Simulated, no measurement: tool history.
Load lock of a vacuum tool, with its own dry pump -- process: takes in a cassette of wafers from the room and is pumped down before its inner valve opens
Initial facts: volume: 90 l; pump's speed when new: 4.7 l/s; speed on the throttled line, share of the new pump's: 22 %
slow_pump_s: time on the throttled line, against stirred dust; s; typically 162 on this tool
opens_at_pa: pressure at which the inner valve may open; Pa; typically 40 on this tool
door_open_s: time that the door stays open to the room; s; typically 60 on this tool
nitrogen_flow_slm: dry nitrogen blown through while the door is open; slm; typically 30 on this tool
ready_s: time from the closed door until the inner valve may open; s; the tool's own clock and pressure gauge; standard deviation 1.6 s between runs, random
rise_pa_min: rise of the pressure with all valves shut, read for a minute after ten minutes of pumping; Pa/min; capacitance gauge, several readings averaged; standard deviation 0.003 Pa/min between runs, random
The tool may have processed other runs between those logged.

| run | day | slow_pump_s | opens_at_pa | door_open_s | nitrogen_flow_slm | incoming humidity of the room's air, % | ready_s | rise_pa_min |
|---|---|---|---|---|---|---|---|---|
| 1 | 0.000 | 162 | 40 | 60 | 30 | 43.8 | 275.6 | 0.131 |
| 2 | 3.550 | 162 | 40 | 60 | 30 | 46.5 | 275.6 | 0.137 |
| 3 | 6.508 | 162 | 40 | 60 | 30 | 43.4 | 280.1 | 0.129 |
| 4 | 11.246 | 162 | 40 | 60 | 30 | 42.5 | 278.8 | 0.141 |
| 5 | 14.138 | 162 | 40 | 60 | 30 | 43.6 | 278.8 | 0.141 |
| 6 | 16.617 | 162 | 40 | 60 | 30 | 43.9 | 277.7 | 0.144 |
| 7 | 21.879 | 162 | 42 | 60 | 30 | 46.7 | 276.1 | 0.150 |
| 8 | 24.408 | 162 | 42 | 60 | 30 | 44.9 | 279.4 | 0.155 |
| 9 | 27.192 | 116 | 40 | 60 | 30 | 44.5 | 246.6 | 0.152 |
| 10 | 32.379 | 162 | 40 | 44 | 30 | 43.1 | 278.4 | 0.162 |
| 11 | 37.742 | 162 | 40 | 44 | 10 | 43.9 | 278.0 | 0.170 |
| 12 | 43.167 | 162 | 40 | 44 | 10 | 44.7 | 276.1 | 0.170 |
| 13 | 47.433 | 162 | 40 | 60 | 30 | 48.7 | 280.7 | 0.170 |
| 14 | 51.254 | 210 | 40 | 60 | 30 | 49.6 | 314.9 | 0.176 |
| 15 | 56.779 | 210 | 40 | 60 | 30 | 45.5 | 316.8 | 0.173 |
| 16 | 61.546 | 210 | 40 | 60 | 30 | 51.3 | 318.5 | 0.186 |
| 17 | 64.017 | 86 | 40 | 60 | 30 | 46.9 | 221.3 | 0.187 |
| 18 | 68.888 | 98 | 40 | 60 | 30 | 44.1 | 231.6 | 0.188 |
| 19 | 73.396 | 253 | 40 | 60 | 30 | 45.4 | 348.1 | 0.190 |
| 20 | 78.392 | 253 | 40 | 165 | 12 | 42.0 | 350.9 | 0.210 |
| 21 | 80.942 | 253 | 80 | 165 | 19 | 42.5 | 332.0 | 0.201 |
| 22 | 83.579 | 95 | 40 | 60 | 13 | 47.4 | 228.7 | 0.210 |
| 23 | 89.108 | 95 | 56 | 156 | 13 | 49.0 | 220.6 | 0.227 |
| 24 | 93.946 | 161 | 56 | 50 | 10 | 41.2 | 271.0 | 0.216 |
| 25 | 97.671 | 170 | 56 | 50 | 10 | 45.9 | 278.1 | 0.221 |
| 26 | 100.450 | 170 | 47 | 123 | 10 | 45.2 | 280.4 | 0.234 |
| 27 | 102.896 | 212 | 34 | 41 | 18 | 43.7 | 320.3 | 0.223 |
| 28 | 107.638 | 162 | 40 | 45 | 37 | 44.8 | 279.8 | 0.220 |
| 29 | 110.492 | 231 | 42 | 32 | 27 | 46.1 | 330.4 | 0.215 |
| 30 | 115.238 | 162 | 30 | 60 | 30 | 46.0 | 285.4 | 0.225 |
| 31 | 119.617 | 167 | 60 | 36 | 7 | 40.8 | 274.3 | 0.243 |
| 32 | 122.433 | 167 | 60 | 64 | 4 | 47.3 | 275.9 | 0.264 |
| 33 | 126.979 | 167 | 60 | 64 | 4 | 44.3 | 276.6 | 0.260 |
| 34 | 129.654 | 94 | 60 | 64 | 18 | 47.8 | 219.8 | 0.244 |
|  | 130.192 | door's seal changed, seat wiped |
| 35 | 134.638 | 94 | 60 | 64 | 18 | 46.5 | 220.0 | 0.021 |
| 36 | 137.271 | 248 | 36 | 60 | 9 | 44.4 | 348.1 | 0.025 |

Alternative continuations, all from the tool just after run 36; predict every row:
| A | 139.717 | 139 | 48 | 54 | 30 | 45.0 | ? | ? |
| B | 139.717 | 248 | 42 | 60 | 9 | 44.0 | ? | ? |
| C | 139.717 | 232 | 36 | 175 | 9 | 43.8 | ? | ? |
| D | 139.717 | 248 | 36 | 60 | 5 | 46.5 | ? | ? |

| run | ready_s | rise_pa_min |
|---|---|---|
| A | 264.2 | 0.012 |
| B | 346.3 | 0.024 |
| C | 336.6 | 0.035 |
| D | 350.3 | 0.039 |
With no hidden state in the tool, these same runs would have given:
| run | ready_s | rise_pa_min |
|---|---|---|
| A | 258.5 | 0.011 |
| B | 341.6 | 0.023 |
| C | 331.7 | 0.034 |
| D | 345.5 | 0.038 |
